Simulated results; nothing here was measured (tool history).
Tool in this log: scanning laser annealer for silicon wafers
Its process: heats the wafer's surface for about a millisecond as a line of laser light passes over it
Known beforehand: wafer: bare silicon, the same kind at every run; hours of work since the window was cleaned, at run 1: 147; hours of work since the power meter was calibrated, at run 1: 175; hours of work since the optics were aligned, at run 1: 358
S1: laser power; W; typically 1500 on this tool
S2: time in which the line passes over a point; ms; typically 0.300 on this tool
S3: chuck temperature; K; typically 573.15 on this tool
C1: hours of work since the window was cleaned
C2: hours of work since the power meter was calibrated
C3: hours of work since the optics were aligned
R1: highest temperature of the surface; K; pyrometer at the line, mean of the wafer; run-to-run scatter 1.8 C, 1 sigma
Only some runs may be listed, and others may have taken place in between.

run     day    S1     S2      S3   C1   C2   C3       R1
  1   0.000  1500  0.300  573.15  147  175  358  1272.15
  2   0.454  1500  0.300  573.15  152  180  363  1270.15
  3   0.875  1500  0.300  573.15  156  185  368  1272.15
  4   1.296  1500  0.300  573.15  161  190  372  1275.15
  5   1.508  1500  0.270  573.15  163  192  375  1243.15
  6   1.842  1500  0.300  582.15  167  196  378  1282.15
  7   2.188  1500  0.300  582.15  171  199  382  1279.15
  8   2.596  1500  0.300  582.15  175  204  387  1281.15
  9   2.967  1500  0.300  582.15  180  208  391  1281.15
 10   3.458  1500  0.300  582.15  185  214  396  1277.15
 11   3.808  1500  0.300  582.15  189  217  400  1280.15
 12   4.104  1500  0.300  582.15  192  221  403  1281.15
 13   4.575  1500  0.300  573.15  197  226  409  1269.15
 14   4.983  1500  0.300  573.15  202  230  413  1273.15
 15   5.258  1500  0.300  573.15  205  233  416  1270.15
 16   5.721  1291  0.300  573.15  210  239  421  1167.15
 17   6.004  1500  0.241  573.15  213  242  424  1208.15
      6.254  -- optics aligned, line set to its width
 18   6.425  1500  0.241  573.15  216  244    2  1203.15
 19   6.900  1500  0.300  573.15  221  249    7  1268.15
 20   7.329  1500  0.300  573.15  226  254   12  1266.15
      7.592  -- optics aligned, line set to its width, once more
 21   8.025  1400  0.309  612.15  231  259    5  1270.15
 22   8.250  1500  0.300  541.15  233  262    7  1242.15
 23   8.504  1390  0.225  545.15  236  265   10  1117.15
 24   8.954  1557  0.371  575.15  241  270   15  1373.15
 25   9.438  1579  0.261  607.15  247  275   20  1306.15
 26   9.696  1579  0.261  607.15  249  278   23  1303.15
 27  10.017  1500  0.372  542.15  253  282   27  1310.15
 28  10.412  1500  0.372  542.15  257  286   31  1312.15
 29  10.638  1500  0.372  542.15  260  288   34  1310.15
 30  11.050  1362  0.324  541.15  264  293   38  1192.15
 31  11.325  1392  0.318  541.15  267  296   41  1201.15
 32  11.729  1527  0.351  597.15  272  300   46  1360.15
 33  11.971  1482  0.351  544.15  275  303   48  1284.15
 34  12.175  1309  0.351  560.15  277  305   51  1207.15
 35  12.433  1499  0.301  581.15  280  308   54  1279.15
 36  12.804  1499  0.301  581.15  284  312   58  1280.15
 37  13.133  1456  0.230  585.15  287  316   61  1188.15
 38  13.421  1314  0.375  562.15  291  319   65  1230.15
 39  13.858  1314  0.375  562.15  296  324   69  1226.15
 40  14.071  1365  0.254  550.15  298  326   72  1136.15

Entry by entry between the runs, the difference in hidden state between the last listed run before and the first listed run after:
Runs 17 to 18: optics aligned, line set to its width (day 6.254)
  light that passes the window, % of a clean one's: 99.38 -> 99.37; width of the line over the set one, %: 0.97 -> 1.62
  what was measured, less what the result would be without the hidden state, R1: -6.00 -> -10.00 K
Runs 20 to 21: optics aligned, line set to its width, once more (day 7.592)
  light that passes the window, % of a clean one's: 99.35 -> 99.34; width of the line over the set one, %: 1.64 -> 0.05
  what was measured, less what the result would be without the hidden state, R1: -11.00 -> -3.00 K
